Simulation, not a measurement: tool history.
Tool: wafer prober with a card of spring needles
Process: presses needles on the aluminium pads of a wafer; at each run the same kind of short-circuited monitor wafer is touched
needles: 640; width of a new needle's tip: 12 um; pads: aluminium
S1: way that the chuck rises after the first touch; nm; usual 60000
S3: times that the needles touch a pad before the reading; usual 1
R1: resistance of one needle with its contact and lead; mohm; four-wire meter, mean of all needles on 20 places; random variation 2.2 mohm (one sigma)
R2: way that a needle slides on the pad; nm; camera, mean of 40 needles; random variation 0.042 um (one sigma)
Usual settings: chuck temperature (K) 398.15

run 1 hour=0.0 | S1=60000 chuck_temperature_(K)=398.15 S3=1 | R1=240 R2=11790
-- hour=2.1 tips cleaned on abrasive film
-- hour=7.6 tips cleaned on abrasive film
run 2 hour=7.6 | S1=60000 chuck_temperature_(K)=398.15 S3=1 | R1=242 R2=11790
-- hour=9.3 height of the first contact set anew
-- hour=13.6 tips cleaned on abrasive film
run 3 hour=15.1 | S1=46000 chuck_temperature_(K)=398.15 S3=1 | R1=252 R2=9040
-- hour=18.8 tips cleaned on abrasive film
run 4 hour=21.7 | S1=46000 chuck_temperature_(K)=398.15 S3=1 | R1=249 R2=9000
-- hour=24.3 tips cleaned on abrasive film
run 5 hour=27.4 | S1=46000 chuck_temperature_(K)=398.15 S3=1 | R1=248 R2=9020
-- hour=30.1 tips cleaned on abrasive film
run 6 hour=34.4 | S1=60000 chuck_temperature_(K)=398.15 S3=2 | R1=250 R2=11760
-- hour=35.7 tips cleaned on abrasive film
-- hour=41.2 tips cleaned on abrasive film
run 7 hour=43.1 | S1=60000 chuck_temperature_(K)=398.15 S3=2 | R1=246 R2=11690
-- hour=46.5 tips cleaned on abrasive film
run 8 hour=47.8 | S1=60000 chuck_temperature_(K)=398.15 S3=1 | R1=246 R2=11750
-- hour=52.0 tips cleaned on abrasive film
-- hour=57.3 tips cleaned on abrasive film
run 9 hour=57.7 | S1=60000 chuck_temperature_(K)=398.15 S3=2 | R1=247 R2=11750
-- hour=62.8 tips cleaned on abrasive film
run 10 hour=62.8 | S1=60000 chuck_temperature_(K)=398.15 S3=2 | R1=243 R2=11730
-- hour=68.1 tips cleaned on abrasive film
run 11 hour=72.6 | S1=60000 chuck_temperature_(K)=398.15 S3=2 | R1=244 R2=11690
-- hour=73.3 tips cleaned on abrasive film
-- hour=79.1 tips cleaned on abrasive film
run 12 hour=82.2 | S1=55000 chuck_temperature_(K)=398.15 S3=1 | R1=243 R2=10730
-- hour=84.9 tips cleaned on abrasive film
-- hour=90.2 tips cleaned on abrasive film
run 13 hour=91.8 | S1=60000 chuck_temperature_(K)=398.15 S3=1 | R1=244 R2=11670
-- hour=95.3 tips cleaned on abrasive film
run 14 hour=98.0 | S1=50000 chuck_temperature_(K)=398.15 S3=1 | R1=247 R2=9750
-- hour=100.8 tips cleaned on abrasive film
run 15 hour=104.4 | S1=50000 chuck_temperature_(K)=398.15 S3=3 | R1=250 R2=9720
-- hour=106.2 tips cleaned on abrasive film
-- hour=111.7 tips cleaned on abrasive film
run 16 hour=113.2 | S1=50000 chuck_temperature_(K)=398.15 S3=3 | R1=246 R2=9760
-- hour=117.0 tips cleaned on abrasive film
-- hour=122.8 tips cleaned on abrasive film
run 17 hour=123.6 | S1=65000 chuck_temperature_(K)=346.15 S3=2 | R1=233 R2=12660
-- hour=128.1 tips cleaned on abrasive film
run 18 hour=131.6 | S1=65000 chuck_temperature_(K)=398.15 S3=1 | R1=243 R2=12660
-- hour=133.7 tips cleaned on abrasive film
-- hour=139.3 tips cleaned on abrasive film
run 19 hour=141.9 | S1=65000 chuck_temperature_(K)=398.15 S3=1 | R1=243 R2=12650
-- hour=145.2 tips cleaned on abrasive film
-- hour=151.0 tips cleaned on abrasive film
run 20 hour=151.9 | S1=60000 chuck_temperature_(K)=398.15 S3=3 | R1=245 R2=11580
-- hour=156.5 tips cleaned on abrasive film
run 21 hour=157.6 | S1=48000 chuck_temperature_(K)=305.15 S3=1 | R1=224 R2=9280
-- hour=158.7 height of the first contact set anew
-- hour=162.5 tips cleaned on abrasive film
run 22 hour=162.7 | S1=60000 chuck_temperature_(K)=325.15 S3=1 | R1=225 R2=11660
run 23 hour=167.0 | S1=74000 chuck_temperature_(K)=378.15 S3=2 | R1=237 R2=14240
-- hour=168.5 tips cleaned on abrasive film
run 24 hour=171.9 | S1=74000 chuck_temperature_(K)=378.15 S3=2 | R1=237 R2=14300
-- hour=173.9 tips cleaned on abrasive film
-- hour=179.2 tips cleaned on abrasive film
run 25 hour=179.2 | S1=74000 chuck_temperature_(K)=378.15 S3=2 | R1=235 R2=14220
-- hour=184.9 tips cleaned on abrasive film
run 26 hour=187.2 | S1=74000 chuck_temperature_(K)=378.15 S3=2 | R1=239 R2=14230
-- hour=190.4 tips cleaned on abrasive film
-- hour=191.3 gauge calibrated
run 27 hour=195.2 | S1=74000 chuck_temperature_(K)=378.15 S3=2 | R1=234 R2=14520
-- hour=196.0 tips cleaned on abrasive film
-- hour=201.1 tips cleaned on abrasive film
run 28 hour=205.4 | S1=60000 chuck_temperature_(K)=378.15 S3=1 | R1=241 R2=11730
-- hour=206.3 tips cleaned on abrasive film
-- hour=212.1 tips cleaned on abrasive film
run 29 hour=214.5 | S1=50000 chuck_temperature_(K)=316.15 S3=1 | R1=227 R2=9810
-- hour=217.3 tips cleaned on abrasive film
-- hour=222.5 tips cleaned on abrasive film
run 30 hour=223.7 | S1=60000 chuck_temperature_(K)=374.15 S3=1 | R1=239 R2=11760
-- hour=228.2 tips cleaned on abrasive film
-- hour=233.8 tips cleaned on abrasive film
run 31 hour=234.3 | S1=59000 chuck_temperature_(K)=300.15 S3=1 | R1=220 R2=11570

Some steps in R2 between neighbouring runs. How much of each would the tool show without its hidden state too (settings, what came in, random variation), and how much is left for the hidden state, with any gauge scatter that isn't in both results?
The hidden state here: debris on the tips, nm; way that the needles fall short of the set height, um; tips' diameter, um; drift of the gauge itself on contact_mohm, %; drift of the gauge itself on scrub_um, %.
Run 2 -> 3: S1 60000 -> 46000, height of the first contact set anew, tips cleaned on abrasive film. R2 -2750 nm: hidden state +0, all else -2750.
Run 16 -> 17: S1 50000 -> 65000, chuck temperature (K) 398.15 -> 346.15, S3 3 -> 2, tips cleaned on abrasive film, tips cleaned on abrasive film. R2 +2900 nm: hidden state -40, all else +2940.
Run 22 -> 23: S1 60000 -> 74000, chuck temperature (K) 325.15 -> 378.15, S3 1 -> 2. R2 +2580 nm: hidden state -50, all else +2630.
Run 26 -> 27: tips cleaned on abrasive film, gauge calibrated. R2 +290 nm: hidden state +290, all else +0.
Run 27 -> 28: S1 74000 -> 60000, S3 2 -> 1, tips cleaned on abrasive film, tips cleaned on abrasive film. R2 -2790 nm: hidden state +0, all else -2790.

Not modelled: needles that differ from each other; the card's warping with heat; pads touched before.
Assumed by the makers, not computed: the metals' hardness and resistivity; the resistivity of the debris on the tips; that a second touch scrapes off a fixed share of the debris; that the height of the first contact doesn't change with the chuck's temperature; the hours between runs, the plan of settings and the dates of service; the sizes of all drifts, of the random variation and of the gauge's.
